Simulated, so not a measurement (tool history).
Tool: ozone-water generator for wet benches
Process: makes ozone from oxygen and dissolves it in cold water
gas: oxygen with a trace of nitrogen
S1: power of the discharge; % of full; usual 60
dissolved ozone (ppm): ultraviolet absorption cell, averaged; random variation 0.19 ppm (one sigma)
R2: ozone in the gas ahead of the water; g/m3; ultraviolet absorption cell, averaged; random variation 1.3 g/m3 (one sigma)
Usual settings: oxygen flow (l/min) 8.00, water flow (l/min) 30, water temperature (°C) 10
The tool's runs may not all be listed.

run 1 day=0.000 | S1=60 oxygen_flow_(l/min)=8.00 water_flow_(l/min)=30 water_temperature_(°C)=10 | dissolved_ozone_(ppm)=27.5 R2=232.2
run 2 day=1.954 | S1=60 oxygen_flow_(l/min)=8.00 water_flow_(l/min)=36 water_temperature_(°C)=10 | dissolved_ozone_(ppm)=23.1 R2=234.6
run 3 day=3.246 | S1=60 oxygen_flow_(l/min)=8.10 water_flow_(l/min)=30 water_temperature_(°C)=10 | dissolved_ozone_(ppm)=27.7 R2=230.9
run 4 day=4.262 | S1=60 oxygen_flow_(l/min)=8.00 water_flow_(l/min)=30 water_temperature_(°C)=10 | dissolved_ozone_(ppm)=27.3 R2=232.9
run 5 day=5.758 | S1=60 oxygen_flow_(l/min)=8.00 water_flow_(l/min)=30 water_temperature_(°C)=10 | dissolved_ozone_(ppm)=27.1 R2=233.5
run 6 day=7.433 | S1=60 oxygen_flow_(l/min)=4.58 water_flow_(l/min)=30 water_temperature_(°C)=10 | dissolved_ozone_(ppm)=25.4 R2=306.5
run 7 day=8.621 | S1=60 oxygen_flow_(l/min)=4.58 water_flow_(l/min)=30 water_temperature_(°C)=10 | dissolved_ozone_(ppm)=24.8 R2=305.0
run 8 day=10.133 | S1=60 oxygen_flow_(l/min)=4.58 water_flow_(l/min)=30 water_temperature_(°C)=10 | dissolved_ozone_(ppm)=24.7 R2=303.8
run 9 day=11.342 | S1=60 oxygen_flow_(l/min)=4.58 water_flow_(l/min)=30 water_temperature_(°C)=10 | dissolved_ozone_(ppm)=24.9 R2=304.9
run 10 day=12.492 | S1=60 oxygen_flow_(l/min)=14.00 water_flow_(l/min)=30 water_temperature_(°C)=10 | dissolved_ozone_(ppm)=27.9 R2=174.5
run 11 day=14.008 | S1=60 oxygen_flow_(l/min)=14.00 water_flow_(l/min)=25 water_temperature_(°C)=10 | dissolved_ozone_(ppm)=32.6 R2=174.8
run 12 day=15.508 | S1=60 oxygen_flow_(l/min)=14.00 water_flow_(l/min)=19 water_temperature_(°C)=10 | dissolved_ozone_(ppm)=38.5 R2=174.8
run 13 day=16.375 | S1=60 oxygen_flow_(l/min)=14.00 water_flow_(l/min)=19 water_temperature_(°C)=10 | dissolved_ozone_(ppm)=39.1 R2=173.9
run 14 day=17.700 | S1=60 oxygen_flow_(l/min)=14.00 water_flow_(l/min)=19 water_temperature_(°C)=10 | dissolved_ozone_(ppm)=38.5 R2=176.2
run 15 day=18.562 | S1=60 oxygen_flow_(l/min)=14.00 water_flow_(l/min)=19 water_temperature_(°C)=10 | dissolved_ozone_(ppm)=38.7 R2=174.5
run 16 day=20.108 | S1=60 oxygen_flow_(l/min)=14.00 water_flow_(l/min)=19 water_temperature_(°C)=10 | dissolved_ozone_(ppm)=38.8 R2=174.7
run 17 day=21.129 | S1=76 oxygen_flow_(l/min)=9.39 water_flow_(l/min)=27 water_temperature_(°C)=13 | dissolved_ozone_(ppm)=33.3 R2=243.7
run 18 day=22.808 | S1=50 oxygen_flow_(l/min)=7.22 water_flow_(l/min)=30 water_temperature_(°C)=17 | dissolved_ozone_(ppm)=22.5 R2=216.5
run 19 day=24.317 | S1=95 oxygen_flow_(l/min)=12.93 water_flow_(l/min)=22 water_temperature_(°C)=9 | dissolved_ozone_(ppm)=46.8 R2=236.4
run 20 day=25.962 | S1=80 oxygen_flow_(l/min)=12.93 water_flow_(l/min)=22 water_temperature_(°C)=8 | dissolved_ozone_(ppm)=43.1 R2=213.1
run 21 day=28.000 | S1=80 oxygen_flow_(l/min)=12.93 water_flow_(l/min)=22 water_temperature_(°C)=8 | dissolved_ozone_(ppm)=43.8 R2=210.5
run 22 day=29.804 | S1=94 oxygen_flow_(l/min)=10.04 water_flow_(l/min)=45 water_temperature_(°C)=6 | dissolved_ozone_(ppm)=25.6 R2=263.1
run 23 day=31.267 | S1=94 oxygen_flow_(l/min)=10.04 water_flow_(l/min)=45 water_temperature_(°C)=6 | dissolved_ozone_(ppm)=25.1 R2=261.7
run 24 day=32.558 | S1=94 oxygen_flow_(l/min)=10.04 water_flow_(l/min)=45 water_temperature_(°C)=6 | dissolved_ozone_(ppm)=25.4 R2=261.6
run 25 day=34.508 | S1=75 oxygen_flow_(l/min)=10.04 water_flow_(l/min)=45 water_temperature_(°C)=6 | dissolved_ozone_(ppm)=22.3 R2=231.0
run 26 day=36.075 | S1=60 oxygen_flow_(l/min)=11.74 water_flow_(l/min)=24 water_temperature_(°C)=10 | dissolved_ozone_(ppm)=33.5 R2=188.7
run 27 day=37.079 | S1=60 oxygen_flow_(l/min)=11.74 water_flow_(l/min)=24 water_temperature_(°C)=10 | dissolved_ozone_(ppm)=33.7 R2=186.9
run 28 day=38.633 | S1=86 oxygen_flow_(l/min)=8.00 water_flow_(l/min)=30 water_temperature_(°C)=10 | dissolved_ozone_(ppm)=33.5 R2=281.9
-- day=40.429 water thermometer calibrated
run 29 day=40.508 | S1=86 oxygen_flow_(l/min)=8.00 water_flow_(l/min)=30 water_temperature_(°C)=10 | dissolved_ozone_(ppm)=33.4 R2=278.1

Forecast each of these 5 alternatives for the next run:
run A day=42.271 | S1=48 oxygen_flow_(l/min)=8.00 water_flow_(l/min)=30 water_temperature_(°C)=10 | dissolved_ozone_(ppm)=? R2=?
run B day=42.271 | S1=56 oxygen_flow_(l/min)=8.00 water_flow_(l/min)=30 water_temperature_(°C)=10 | dissolved_ozone_(ppm)=? R2=?
run C day=42.271 | S1=60 oxygen_flow_(l/min)=8.00 water_flow_(l/min)=21 water_temperature_(°C)=10 | dissolved_ozone_(ppm)=? R2=?
run D day=42.271 | S1=51 oxygen_flow_(l/min)=5.16 water_flow_(l/min)=30 water_temperature_(°C)=18 | dissolved_ozone_(ppm)=? R2=?
run E day=42.271 | S1=86 oxygen_flow_(l/min)=13.64 water_flow_(l/min)=26 water_temperature_(°C)=9 | dissolved_ozone_(ppm)=? R2=?

run=A dissolved_ozone_(ppm)=24.0 R2=198.6
run=B dissolved_ozone_(ppm)=26.4 R2=217.5
run=C dissolved_ozone_(ppm)=37.0 R2=226.4
run=D dissolved_ozone_(ppm)=21.2 R2=254.8
run=E dissolved_ozone_(ppm)=38.9 R2=210.6
Without the tool's hidden state the same runs would have given:
run=A dissolved_ozone_(ppm)=24.0 R2=204.6
run=B dissolved_ozone_(ppm)=26.4 R2=224.1
run=C dissolved_ozone_(ppm)=37.0 R2=233.2
run=D dissolved_ozone_(ppm)=21.2 R2=262.5
run=E dissolved_ozone_(ppm)=38.9 R2=217.0

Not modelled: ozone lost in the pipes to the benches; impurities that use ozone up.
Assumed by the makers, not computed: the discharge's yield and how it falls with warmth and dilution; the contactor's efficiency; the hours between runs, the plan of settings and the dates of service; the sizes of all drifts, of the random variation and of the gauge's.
